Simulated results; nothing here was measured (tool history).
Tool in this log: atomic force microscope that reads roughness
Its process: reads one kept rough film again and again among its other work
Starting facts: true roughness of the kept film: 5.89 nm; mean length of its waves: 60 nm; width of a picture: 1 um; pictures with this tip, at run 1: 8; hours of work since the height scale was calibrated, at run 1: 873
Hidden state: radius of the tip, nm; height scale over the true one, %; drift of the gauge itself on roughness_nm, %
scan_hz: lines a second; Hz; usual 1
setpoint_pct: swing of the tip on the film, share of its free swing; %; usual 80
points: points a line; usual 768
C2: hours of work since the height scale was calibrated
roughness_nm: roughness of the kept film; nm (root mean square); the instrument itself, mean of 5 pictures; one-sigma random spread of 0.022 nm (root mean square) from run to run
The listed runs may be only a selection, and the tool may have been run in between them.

Run 1, hour 0: usual settings; pictures with this tip 8; C2 873. Result: roughness_nm 5.396 nm (root mean square).
Run 2, hour 22.8: usual settings; pictures with this tip 49; C2 887. Result: roughness_nm 5.344 nm (root mean square).
Run 3, hour 45.3: usual settings; pictures with this tip 89; C2 902. Result: roughness_nm 5.297 nm (root mean square).
Run 4, hour 72.1: usual settings; pictures with this tip 138; C2 919. Result: roughness_nm 5.191 nm (root mean square).
Run 5, hour 102.5: usual settings but setpoint_pct 71 %; pictures with this tip 192; C2 939. Result: roughness_nm 5.296 nm (root mean square).
Run 6, hour 130.9: usual settings but points 716; pictures with this tip 243; C2 957. Result: roughness_nm 5.106 nm (root mean square).
Run 7, hour 171.3: usual settings; pictures with this tip 316; C2 983. Result: roughness_nm 5.013 nm (root mean square).
At hour 190.2: new tip fitted.
Run 8, hour 193.2: usual settings; pictures with this tip 6; C2 996. Result: roughness_nm 5.426 nm (root mean square).
Run 9, hour 214.4: usual settings; pictures with this tip 44; C2 1010. Result: roughness_nm 5.373 nm (root mean square).
Run 10, hour 248.9: usual settings; pictures with this tip 106; C2 1032. Result: roughness_nm 5.283 nm (root mean square).
Run 11, hour 272.8: usual settings; pictures with this tip 149; C2 1047. Result: roughness_nm 5.252 nm (root mean square).
Run 12, hour 306.2: usual settings; pictures with this tip 209; C2 1069. Result: roughness_nm 5.179 nm (root mean square).
Run 13, hour 342.4: usual settings; pictures with this tip 274; C2 1092. Result: roughness_nm 5.092 nm (root mean square).
Run 14, hour 370.1: usual settings; pictures with this tip 324; C2 1110. Result: roughness_nm 5.018 nm (root mean square).
At hour 383.9: new tip fitted.
Run 15, hour 402.9: usual settings; pictures with this tip 34; C2 1130. Result: roughness_nm 5.347 nm (root mean square).
Run 16, hour 432: usual settings but scan_hz 0.59 Hz, setpoint_pct 81 %; pictures with this tip 86; C2 1149. Result: roughness_nm 5.439 nm (root mean square).
Run 17, hour 454: usual settings but scan_hz 2.1 Hz, setpoint_pct 90 %, points 389; pictures with this tip 126; C2 1163. Result: roughness_nm 4.642 nm (root mean square).
Run 18, hour 472.7: usual settings but scan_hz 2.1 Hz, setpoint_pct 90 %, points 389; pictures with this tip 159; C2 1175. Result: roughness_nm 4.578 nm (root mean square).
Run 19, hour 494.8: usual settings but scan_hz 2.1 Hz, setpoint_pct 90 %, points 595; pictures with this tip 199; C2 1189. Result: roughness_nm 4.558 nm (root mean square).
Run 20, hour 538.9: usual settings but scan_hz 1.35 Hz, setpoint_pct 70 %, points 667; pictures with this tip 278; C2 1218. Result: roughness_nm 5.155 nm (root mean square).
Run 21, hour 568: usual settings but scan_hz 1.35 Hz, setpoint_pct 70 %, points 667; pictures with this tip 331; C2 1236. Result: roughness_nm 5.11 nm (root mean square).
At hour 577.3: new tip fitted.
Run 22, hour 606.5: usual settings but scan_hz 0.53 Hz, setpoint_pct 70 %, points 336; pictures with this tip 52; C2 1261. Result: roughness_nm 5.561 nm (root mean square).
Run 23, hour 640.2: usual settings but setpoint_pct 89 %, points 326; pictures with this tip 113; C2 1282. Result: roughness_nm 5.13 nm (root mean square).
Run 24, hour 666.8: usual settings but scan_hz 2.47 Hz, setpoint_pct 60 %, points 454; pictures with this tip 161; C2 1299. Result: roughness_nm 5.277 nm (root mean square).
Run 25, hour 684.7: usual settings but scan_hz 2.08 Hz, points 531; pictures with this tip 193; C2 1311. Result: roughness_nm 4.834 nm (root mean square).
Run 26, hour 710.4: usual settings but scan_hz 0.81 Hz, setpoint_pct 81 %; pictures with this tip 239; C2 1327. Result: roughness_nm 5.168 nm (root mean square).
Run 27, hour 750.8: usual settings but scan_hz 2.51 Hz, setpoint_pct 65 %, points 667; pictures with this tip 312; C2 1353. Result: roughness_nm 5.031 nm (root mean square).
At hour 772.3: new tip fitted.
Run 28, hour 772.9: usual settings but scan_hz 2.51 Hz, setpoint_pct 65 %, points 667; pictures with this tip 1; C2 1367. Result: roughness_nm 5.385 nm (root mean square).
Run 29, hour 792.4: usual settings but scan_hz 2.51 Hz, setpoint_pct 65 %, points 667; pictures with this tip 36; C2 1380. Result: roughness_nm 5.339 nm (root mean square).

4 options for the next run, each taken on its own from the tool as it stands now. Forecast them:
Run A, hour 824.8: usual settings but scan_hz 1.18 Hz, points 750; pictures with this tip 94; C2 1400. Result: roughness_nm ?.
Run B, hour 824.8: usual settings but scan_hz 2.34 Hz, setpoint_pct 64 %, points 472; pictures with this tip 94; C2 1400. Result: roughness_nm ?.
Run C, hour 824.8: usual settings but scan_hz 2.51 Hz, setpoint_pct 56 %, points 597; pictures with this tip 94; C2 1400. Result: roughness_nm ?.
Run D, hour 824.8: usual settings but scan_hz 3.04 Hz, setpoint_pct 70 %, points 489; pictures with this tip 94; C2 1400. Result: roughness_nm ?.

run  roughness_nm
  A         5.241
  B         5.292
  C         5.427
  D         5.065
Take away the tool's hidden state, keep each run's random variation, and the runs would have read:
run  roughness_nm
  A         5.315
  B         5.367
  C         5.504
  D         5.137
